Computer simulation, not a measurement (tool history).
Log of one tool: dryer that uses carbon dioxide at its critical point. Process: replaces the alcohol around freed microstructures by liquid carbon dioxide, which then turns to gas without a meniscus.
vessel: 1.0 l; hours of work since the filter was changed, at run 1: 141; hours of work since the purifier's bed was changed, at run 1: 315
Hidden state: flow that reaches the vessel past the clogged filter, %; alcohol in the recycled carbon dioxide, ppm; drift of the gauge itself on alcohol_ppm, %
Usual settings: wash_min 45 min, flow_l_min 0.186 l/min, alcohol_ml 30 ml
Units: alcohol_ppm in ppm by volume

run	hour	wash_min	flow_l_min	alcohol_ml	hours of work since the filter was changed	hours of work since the purifier's bed was changed	alcohol_ppm
1	0	45	0.186	30	141	315	129
2	15.3	45	0.186	30	149	323	140
3	27.5	45	0.186	82	155	329	185
4	34.2	45	0.186	32	159	333	128
5	47.9	45	0.126	30	166	340	438
6	56.6	45	0.126	30	171	345	429
7	68.5	45	0.126	30	177	351	433
8	75.8	55	0.186	30	181	355	116
9	87.1	55	0.186	30	187	361	120
10	97.8	55	0.186	30	193	367	129
11	111.1	55	0.186	30	200	374	134
12	124.3	55	0.186	30	207	381	134
13	137.5	55	0.186	30	214	388	134
14	152.6	55	0.186	30	222	396	125
15	160.2	45	0.186	30	226	400	157
16	173.9	45	0.186	30	233	407	161
17	189.5	45	0.186	30	241	415	163
18	197.4	70	0.186	30	246	419	138
19	212.4	70	0.186	30	254	427	139
20	227.2	45	0.186	64	261	435	195
21	242.9	45	0.129	64	270	443	775
22	250.6	45	0.186	30	274	448	169
23	257.3	45	0.186	30	277	451	167
24	272.2	45	0.186	30	285	459	182
25	284.7	45	0.251	30	292	466	147
26	296.6	48	0.251	30	298	472	158
27	309.8	45	0.114	76	305	479	1567
28	319.9	45	0.114	76	311	484	1557
29	329.1	45	0.126	51	315	489	759
30	339.4	28	0.186	30	321	495	596
31	349.1	28	0.186	30	326	500	610
32	355.6	28	0.186	30	330	503	601
33	366.5	58	0.123	98	335	509	542
34	378.4	45	0.128	20	342	515	398
35	391.3	45	0.233	82	348	522	176
36	398.7	45	0.233	82	352	526	181
37	406.4	68	0.13	82	356	530	252
38	419.3	68	0.25	25	363	537	172
39	429.3	68	0.25	25	369	542	175
40	438.9	68	0.25	25	374	547	165
41	454.5	41	0.177	30	382	556	263
42	466.8	45	0.186	30	388	562	218
43	477.3	45	0.186	30	394	568	201
44	485.2	45	0.186	30	398	572	222
45	501.3	45	0.186	30	407	581	225
46	516.6	68	0.246	32	415	589	185

Some steps in alcohol_ppm between neighbouring runs. How much of each would the tool show without its hidden state too (settings, what came in, random variation), and how much is left for the hidden state, with any gauge scatter that isn't in both results?
Run 21 -> 22: flow_l_min 0.129 -> 0.186, alcohol_ml 64 -> 30. alcohol_ppm -606 ppm by volume: hidden state -94, all else -512.
Run 26 -> 27: wash_min 48 -> 45, flow_l_min 0.251 -> 0.114, alcohol_ml 30 -> 76. alcohol_ppm +1409 ppm by volume: hidden state +236, all else +1173.
Run 28 -> 29: flow_l_min 0.114 -> 0.126, alcohol_ml 76 -> 51. alcohol_ppm -798 ppm by volume: hidden state -119, all else -679.
